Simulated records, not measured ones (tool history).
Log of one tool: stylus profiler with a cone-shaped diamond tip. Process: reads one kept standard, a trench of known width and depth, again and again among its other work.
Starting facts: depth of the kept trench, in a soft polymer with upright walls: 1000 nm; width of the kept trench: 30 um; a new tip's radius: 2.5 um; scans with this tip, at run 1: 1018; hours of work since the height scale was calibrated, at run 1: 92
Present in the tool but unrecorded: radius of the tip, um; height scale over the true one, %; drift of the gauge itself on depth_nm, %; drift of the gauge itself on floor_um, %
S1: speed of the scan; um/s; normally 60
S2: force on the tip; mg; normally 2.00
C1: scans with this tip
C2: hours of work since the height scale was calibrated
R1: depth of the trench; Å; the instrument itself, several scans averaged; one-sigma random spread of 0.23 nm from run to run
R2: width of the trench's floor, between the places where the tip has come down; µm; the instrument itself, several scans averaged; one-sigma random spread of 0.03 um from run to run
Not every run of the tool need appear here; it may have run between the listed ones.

run     day   S1    S2    C1   C2       R1     R2
  1   0.000   60  2.00  1018   92  10123.2  25.71
  2   0.642   60  2.00  1147  104  10121.9  25.69
  3   1.650   60  2.00  1352  122  10119.3  25.69
  4   2.350   60  2.00  1493  135  10122.9  25.72
  5   3.267   60  2.00  1679  152  10117.4  25.66
  6   3.804   60  2.00  1787  162  10115.6  25.59
  7   4.550   41  2.00  1938  175  10117.4  25.72
  8   5.512   41  2.00  2133  193  10117.6  25.68
  9   6.550   41  2.00  2343  212  10120.8  25.69
 10   7.762   60  2.00  2588  234  10117.2  25.64
 11   8.862   60  2.00  2811  254  10114.3  25.64
 12   9.383   60  2.00  2916  264  10116.0  25.70
 13  10.254   60  2.00  3092  280  10114.5  25.66
 14  10.967   60  4.92  3236  293  10216.9  25.64
 15  11.754   60  4.92  3396  307  10216.9  25.65
 16  12.717   60  4.92  3590  325  10212.2  25.63
 17  13.892   60  4.92  3828  346  10210.7  25.65
 18  14.871   42  2.00  4026  364  10108.1  25.64
 19  15.496   42  2.00  4153  376  10108.6  25.64
 20  16.529   40  3.57  4361  394  10167.9  25.65
 21  17.579   33  1.67  4573  414  10093.0  25.61
 22  18.517   33  1.67  4764  431  10091.7  25.62
 23  19.571   18  4.92  4977  450  10209.3  25.67
 24  20.321   18  2.00  5128  464  10098.9  25.64
 25  20.946   92  2.38  5255  475  10117.1  25.52
 26  21.600   30  1.69  5387  487  10090.9  25.61
 27  22.592   30  1.69  5587  505  10094.7  25.56
 28  23.746  146  4.35  5821  526  10187.3  25.41
 29  24.892  146  1.42  6053  547  10074.1  25.20
 30  25.792   24  1.96  6235  564  10092.9  25.60
 31  26.954  191  5.85  6470  585  10228.7  25.37
 32  27.904  200  1.51  6662  603  10074.2  24.96
 33  28.729   67  1.69  6829  618  10080.5  25.41
 34  29.588  188  0.82  7002  633  10035.1  24.83
 35  30.783  117  2.00  7244  655  10091.5  25.31

Hidden state or all else? Some run-to-run changes of R1, split into what the settings, what came in and random variation would give without the hidden state, and what is left for the hidden state (with any gauge scatter that isn't in both results):
Run 22 -> 23: S1 33 -> 18, S2 1.67 -> 4.92. R1 +117.6 Å: hidden state -1.4, all else +119.0.
Run 27 -> 28: S1 30 -> 146, S2 1.69 -> 4.35. R1 +92.6 Å: hidden state -1.3, all else +93.9.
Run 30 -> 31: S1 24 -> 191, S2 1.96 -> 5.85. R1 +135.8 Å: hidden state -1.6, all else +137.4.
Run 31 -> 32: S1 191 -> 200, S2 5.85 -> 1.51. R1 -154.5 Å: hidden state -0.5, all else -154.0.
